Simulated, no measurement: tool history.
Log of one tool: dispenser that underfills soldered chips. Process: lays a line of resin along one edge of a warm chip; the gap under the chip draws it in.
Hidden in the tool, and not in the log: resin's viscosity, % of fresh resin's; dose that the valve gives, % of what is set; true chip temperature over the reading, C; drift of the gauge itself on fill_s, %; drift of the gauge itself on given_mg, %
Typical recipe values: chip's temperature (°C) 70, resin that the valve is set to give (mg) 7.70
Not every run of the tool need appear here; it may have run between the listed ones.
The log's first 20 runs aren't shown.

run	hour	chip's temperature (°C)	resin that the valve is set to give (mg)	hours of work since the syringe was changed	hours of work since the valve was cleaned	hours of work since the stage was calibrated	time until the resin shows at the far edge (s)	resin that the valve gave (mg)
# hour 148.6: new syringe of resin
21	151.5	64	8.68	2	49	123	34.3	8.50
# hour 159.0: new syringe of resin
22	159.0	56	8.75	0	53	128	42.0	8.56
23	164.0	76	6.54	3	56	131	26.1	6.38
# hour 169.0: new syringe of resin
# hour 172.1: dispensing valve cleaned and set on the balance
24	174.5	64	9.21	3	1	136	35.7	9.14
# hour 180.0: new syringe of resin
25	180.3	66	6.81	0	5	140	30.7	6.76
26	185.4	62	7.05	3	8	143	42.0	7.01
# hour 189.9: new syringe of resin
27	195.4	79	9.13	3	14	149	21.9	9.05
# hour 200.1: new syringe of resin
28	201.7	58	8.42	1	18	153	42.2	8.31
# hour 210.4: new syringe of resin
29	210.7	69	7.25	0	23	158	27.0	7.17
30	218.4	79	7.98	5	28	163	24.5	7.86
# hour 220.6: new syringe of resin
31	225.6	79	7.98	3	32	167	22.0	7.82
# hour 230.4: new syringe of resin
32	230.6	80	9.29	0	35	170	17.3	9.06
33	235.3	82	7.70	3	38	173	19.6	7.58
# hour 240.6: new syringe of resin
34	244.8	65	8.02	3	44	179	35.1	7.84
# hour 251.0: new syringe of resin
35	253.9	65	8.02	2	49	184	33.5	7.85

Each row is a separate what-if for the run after 35, all from the same tool condition, not one after another. Results?
A	260.5	56	6.63	6	53	188	?	?
B	260.5	75	6.93	6	53	188	?	?
C	260.5	81	8.04	6	53	188	?	?
D	260.5	60	7.42	6	53	188	?	?

run	time until the resin shows at the far edge (s)	resin that the valve gave (mg)
A	63.8	6.48
B	31.1	6.76
C	23.6	7.82
D	52.3	7.18
Without the tool's hidden state the same runs would have given:
run	time until the resin shows at the far edge (s)	resin that the valve gave (mg)
A	47.3	6.64
B	22.9	6.93
C	17.3	8.02
D	38.9	7.36

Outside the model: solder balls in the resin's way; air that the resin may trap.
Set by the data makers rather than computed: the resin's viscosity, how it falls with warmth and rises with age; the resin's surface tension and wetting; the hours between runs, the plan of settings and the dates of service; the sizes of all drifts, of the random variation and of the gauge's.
